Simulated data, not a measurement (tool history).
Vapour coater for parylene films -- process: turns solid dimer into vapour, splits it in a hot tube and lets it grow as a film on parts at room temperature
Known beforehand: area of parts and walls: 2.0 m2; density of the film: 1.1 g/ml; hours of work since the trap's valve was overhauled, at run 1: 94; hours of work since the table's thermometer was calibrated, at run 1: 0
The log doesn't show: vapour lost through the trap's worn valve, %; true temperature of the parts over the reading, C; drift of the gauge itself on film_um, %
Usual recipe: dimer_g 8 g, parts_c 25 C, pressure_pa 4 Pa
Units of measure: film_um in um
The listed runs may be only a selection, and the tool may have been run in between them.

run,hour,dimer_g,parts_c,pressure_pa,hours of work since the trap's valve was overhauled,hours of work since the table's thermometer was calibrated,film_um
1,0,8,25,4,94,0,2.91
2,76,8,25,4,149,55,2.86
3,134,8,25,4,191,97,2.8
4,220.5,8,25,4,253,159,2.77
5,276.7,8,25,4,294,200,2.83
6,343.3,8,25,4,342,248,2.77
7,403.8,8,25,2.45,386,292,3.05
8,482,8,25,4,443,349,2.69
9,563,3,25,4,501,407,1
10,608.8,3,25,4,534,440,0.94
11,662.9,8,25,4,573,479,2.6
# hour 691.1: trap's valve overhauled
12,744.2,8,25,4,38,535,2.94
13,780.6,8,25,4.27,65,562,2.91
14,843.9,8,25,4,110,607,2.93
15,881,8,25,4,137,634,2.87
16,953.1,8,25,4,189,686,2.85
17,1016.2,8,18,4,235,732,3.4
18,1104.5,8,18,3.52,299,796,3.31
19,1158.5,8,18,3.52,338,835,3.32
20,1210.8,8,25,4,376,873,2.77
21,1268.8,8,25,4,418,915,2.75
22,1335.5,9,25,4,466,963,3.08
23,1395.2,9,25,4,509,1006,3
24,1441.3,8,22,4,543,1040,2.98
# hour 1512: trap's valve overhauled
25,1521.8,5,25,8.17,7,1095,1.61
26,1608.6,8,21,2.48,70,1158,3.52
27,1661.5,8,21,2.48,108,1196,3.46
28,1723.5,3,19,6.25,153,1241,1.25
# hour 1745.9: table's thermometer calibrated
29,1804,3,19,6.25,210,42,1.16
30,1855.6,3,19,6.25,248,79,1.14
31,1913.3,3,19,6.25,290,121,1.13
32,2001.8,4,31,4.67,354,185,1.08
33,2063,6,29,4,398,229,1.78
34,2133.9,8,26,7.18,449,281,2.31
35,2207.3,13,23,7.36,502,334,4.03
36,2294.3,4,22,4,565,397,1.43
# hour 2335: trap's valve overhauled
37,2335,3,24,4.42,0,423,1.15
38,2370.8,3,24,4.42,26,449,1.13
39,2436.5,3,24,4.42,73,497,1.16
40,2476.7,6,25,2.38,102,526,2.45
41,2552,6,25,2.38,157,580,2.46
42,2594.1,4,23,2.38,187,611,1.74
43,2663.5,4,23,2.38,238,661,1.72
44,2721.5,4,23,2.38,280,703,1.67
45,2771,8,20,6.37,315,739,3.03
46,2810.2,4,17,9.94,344,767,1.51
47,2847,4,25,4,370,793,1.41

Each row is a separate what-if for the run after 47, all from the same tool condition, not one after another. Results?
A,2913.6,11,21,9.06,418,842,?
B,2913.6,11,26,6.5,418,842,?
C,2913.6,13,20,7.37,418,842,?
D,2913.6,13,20,7.59,418,842,?

run,film_um
A,3.61
B,3.25
C,4.61
D,4.64
What these runs would have given with no unlogged condition in the tool:
run,film_um
A,3.87
B,3.49
C,4.95
D,4.98

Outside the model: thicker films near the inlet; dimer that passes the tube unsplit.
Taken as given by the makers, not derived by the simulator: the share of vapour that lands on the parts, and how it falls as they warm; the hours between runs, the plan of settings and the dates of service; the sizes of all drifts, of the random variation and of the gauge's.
